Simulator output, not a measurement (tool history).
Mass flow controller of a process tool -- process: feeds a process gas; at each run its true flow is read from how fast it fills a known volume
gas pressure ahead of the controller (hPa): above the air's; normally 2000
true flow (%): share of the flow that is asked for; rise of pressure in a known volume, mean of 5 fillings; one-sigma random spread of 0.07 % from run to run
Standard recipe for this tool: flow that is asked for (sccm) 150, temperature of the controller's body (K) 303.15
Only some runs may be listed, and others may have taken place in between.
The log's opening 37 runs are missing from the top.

run	hour	flow that is asked for (sccm)	gas pressure ahead of the controller (hPa)	temperature of the controller's body (K)	hours of work since the controller was set to zero	hours of work since the controller was changed	true flow (%)
38	9282.3	150	2020	305.15	3799	10172	99.55
39	9567.3	150	2160	301.15	3971	10344	99.15
40	9731.3	486	2380	303.15	4069	10442	103.19
41	10029.1	171	1590	296.15	4249	10622	99.66
42	10361.2	171	1590	305.15	4449	10822	100.01
43	10524.8	121	1590	310.15	4547	10920	99.06
44	10767.3	114	1450	299.15	4694	11067	98.07
45	11061.1	108	1640	311.15	4871	11244	98.36
46	11372.7	112	1400	308.15	5058	11431	98.39

Alternative continuations, all from the tool just after run 46; predict every row:
# hour 11492.9: controller's zero set anew
A	11755.7	59	2610	294.15	158	11662	?
# hour 11492.9: controller's zero set anew
B	11755.7	261	2320	308.15	158	11662	?
# hour 11492.9: controller's zero set anew
C	11755.7	150	2000	298.15	158	11662	?
# hour 11492.9: controller's zero set anew
D	11755.7	151	2000	309.15	158	11662	?
# hour 11492.9: controller's zero set anew
E	11755.7	107	2610	303.15	158	11662	?

run	true flow (%)
A	100.73
B	103.39
C	102.06
D	102.83
E	101.8
The same runs, with their run-to-run variation unchanged, on a tool lacking any hidden condition would have given:
run	true flow (%)
A	96.53
B	98.94
C	97.67
D	98.44
E	97.46

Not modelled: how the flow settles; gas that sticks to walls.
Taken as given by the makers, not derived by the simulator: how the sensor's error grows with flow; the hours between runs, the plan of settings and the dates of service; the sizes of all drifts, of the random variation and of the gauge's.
